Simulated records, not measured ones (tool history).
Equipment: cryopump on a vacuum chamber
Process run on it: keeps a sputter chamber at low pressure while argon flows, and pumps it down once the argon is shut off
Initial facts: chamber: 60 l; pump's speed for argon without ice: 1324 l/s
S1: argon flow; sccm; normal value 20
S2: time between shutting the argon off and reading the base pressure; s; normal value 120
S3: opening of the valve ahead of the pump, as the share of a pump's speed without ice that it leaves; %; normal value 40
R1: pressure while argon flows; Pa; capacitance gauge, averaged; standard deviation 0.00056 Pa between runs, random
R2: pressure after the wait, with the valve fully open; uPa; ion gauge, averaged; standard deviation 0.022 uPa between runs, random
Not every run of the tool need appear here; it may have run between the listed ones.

{"run": 1, "day": 0.0, "S1": 20, "S2": 120, "S3": 40, "R1": 0.0654, "R2": 1.43}
{"run": 2, "day": 0.888, "S1": 20, "S2": 120, "S3": 40, "R1": 0.0636, "R2": 1.42}
{"run": 3, "day": 1.446, "S1": 20, "S2": 120, "S3": 47, "R1": 0.0545, "R2": 1.39}
{"run": 4, "day": 2.571, "S1": 20, "S2": 48, "S3": 47, "R1": 0.0547, "R2": 1.94}
{"run": 5, "day": 3.271, "S1": 20, "S2": 120, "S3": 40, "R1": 0.0642, "R2": 1.47}
{"run": 6, "day": 4.071, "S1": 20, "S2": 120, "S3": 40, "R1": 0.0645, "R2": 1.42}
{"run": 7, "day": 4.704, "S1": 20, "S2": 120, "S3": 40, "R1": 0.0646, "R2": 1.46}
{"run": 8, "day": 5.558, "S1": 20, "S2": 120, "S3": 40, "R1": 0.0643, "R2": 1.46}
{"run": 9, "day": 6.292, "S1": 20, "S2": 30, "S3": 40, "R1": 0.0644, "R2": 2.54}
{"run": 10, "day": 7.333, "S1": 20, "S2": 30, "S3": 40, "R1": 0.0656, "R2": 2.52}
{"run": 11, "day": 8.292, "S1": 20, "S2": 30, "S3": 40, "R1": 0.0657, "R2": 2.62}
{"run": 12, "day": 9.288, "S1": 20, "S2": 30, "S3": 40, "R1": 0.0639, "R2": 2.58}
{"run": 13, "day": 10.075, "S1": 20, "S2": 30, "S3": 40, "R1": 0.0657, "R2": 2.61}
{"run": 14, "day": 10.938, "S1": 20, "S2": 102, "S3": 40, "R1": 0.0645, "R2": 1.61}
{"run": 15, "day": 11.396, "S1": 20, "S2": 120, "S3": 37, "R1": 0.0697, "R2": 1.57}
{"run": 16, "day": 12.488, "S1": 20, "S2": 120, "S3": 40, "R1": 0.0643, "R2": 1.58}
{"run": 17, "day": 13.446, "S1": 20, "S2": 120, "S3": 40, "R1": 0.0644, "R2": 1.63}
{"run": 18, "day": 14.467, "S1": 39, "S2": 69, "S3": 59, "R1": 0.0876, "R2": 1.84}
{"run": 19, "day": 15.479, "S1": 39, "S2": 69, "S3": 59, "R1": 0.0867, "R2": 1.92}
{"run": 20, "day": 16.129, "S1": 15, "S2": 64, "S3": 41, "R1": 0.048, "R2": 1.92}
{"run": 21, "day": 16.629, "S1": 20, "S2": 27, "S3": 40, "R1": 0.065, "R2": 2.8}
{"run": 22, "day": 17.233, "S1": 20, "S2": 27, "S3": 40, "R1": 0.0661, "R2": 2.84}
{"run": 23, "day": 17.938, "S1": 29, "S2": 69, "S3": 40, "R1": 0.0955, "R2": 1.93}
{"run": 24, "day": 18.996, "S1": 13, "S2": 141, "S3": 32, "R1": 0.0536, "R2": 1.64}

Run 25 has not been measured yet. What should we expect?
{"run": 25, "day": 19.725, "S1": 26, "S2": 29, "S3": 36, "R1": "?", "R2": "?"}

Run 25 produced R1 0.0946 Pa, R2 2.86 uPa.
Take away the tool's hidden state, keep the run-to-run variation as it was, and the same run would have given R1 0.0922 Pa, R2 1.73 uPa.

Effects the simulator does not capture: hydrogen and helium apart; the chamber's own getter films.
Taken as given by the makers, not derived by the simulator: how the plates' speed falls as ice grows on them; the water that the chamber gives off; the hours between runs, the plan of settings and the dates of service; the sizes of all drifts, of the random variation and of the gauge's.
